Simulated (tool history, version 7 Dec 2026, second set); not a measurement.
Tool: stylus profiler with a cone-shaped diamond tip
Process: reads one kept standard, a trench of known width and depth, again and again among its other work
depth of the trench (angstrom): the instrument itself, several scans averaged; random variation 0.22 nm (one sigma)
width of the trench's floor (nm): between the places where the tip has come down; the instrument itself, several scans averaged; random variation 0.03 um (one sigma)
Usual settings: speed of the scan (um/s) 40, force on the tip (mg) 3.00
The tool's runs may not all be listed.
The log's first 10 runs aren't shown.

| run | hour | speed of the scan (um/s) | force on the tip (mg) | scans with this tip | hours of work since the height scale was calibrated | depth of the trench (angstrom) | width of the trench's floor (nm) |
|---|---|---|---|---|---|---|---|
| 11 | 716.3 | 40 | 3.00 | 1795 | 197 | 10167.2 | 12880 |
| 12 | 784.8 | 40 | 3.00 | 2075 | 227 | 10164.3 | 12740 |
| 13 | 830.5 | 40 | 3.00 | 2263 | 248 | 10165.6 | 12620 |
| 14 | 923.2 | 40 | 3.00 | 2644 | 290 | 10166.7 | 12420 |
| 15 | 1017.5 | 40 | 3.00 | 3031 | 332 | 10169.1 | 12170 |
| 16 | 1100.5 | 91 | 2.55 | 3371 | 369 | 10153.8 | 11900 |
| 17 | 1192.5 | 91 | 2.55 | 3749 | 411 | 10156.5 | 11710 |
| 18 | 1295.4 | 51 | 3.00 | 4171 | 457 | 10174.3 | 11590 |
| 19 | 1341.5 | 115 | 1.44 | 4360 | 478 | 10115.5 | 11280 |
| 20 | 1428.4 | 115 | 1.44 | 4716 | 517 | 10120.4 | 11120 |
| 21 | 1483.6 | 115 | 1.44 | 4943 | 542 | 10121.8 | 11060 |
| 22 | 1572.4 | 115 | 1.44 | 5307 | 581 | 10121.5 | 10820 |
| 23 | 1614.7 | 122 | 2.06 | 5481 | 600 | 10142.6 | 10800 |
| 24 | 1668.6 | 20 | 4.00 | 5702 | 625 | 10219.4 | 10910 |
| 25 | 1746.1 | 17 | 3.02 | 6020 | 660 | 10186.3 | 10830 |
| 26 | 1844.3 | 134 | 1.16 | 6423 | 704 | 10116.4 | 10180 |
| 27 | 1893.4 | 134 | 1.16 | 6625 | 726 | 10115.9 | 10150 |
| 28 | 1962.2 | 58 | 1.52 | 6907 | 757 | 10138.4 | 10270 |
| 29 | 2026.9 | 19 | 5.06 | 7172 | 786 | 10258.0 | 10240 |
| 30 | 2088.8 | 19 | 5.06 | 7426 | 814 | 10260.4 | 10160 |

Forecast each of these 4 alternatives for the next run:
| A | 2148.7 | 62 | 8.14 | 7672 | 841 | ? | ? |
| B | 2148.7 | 36 | 4.82 | 7672 | 841 | ? | ? |
| C | 2148.7 | 41 | 4.19 | 7672 | 841 | ? | ? |
| D | 2148.7 | 80 | 1.23 | 7672 | 841 | ? | ? |

| run | depth of the trench (angstrom) | width of the trench's floor (nm) |
|---|---|---|
| A | 10344.3 | 10050 |
| B | 10254.0 | 10040 |
| C | 10234.9 | 10030 |
| D | 10125.3 | 9910 |
Without the tool's hidden state the same runs would have given:
| run | depth of the trench (angstrom) | width of the trench's floor (nm) |
|---|---|---|
| A | 10303.0 | 13940 |
| B | 10213.1 | 13930 |
| C | 10194.1 | 13910 |
| D | 10085.0 | 13790 |
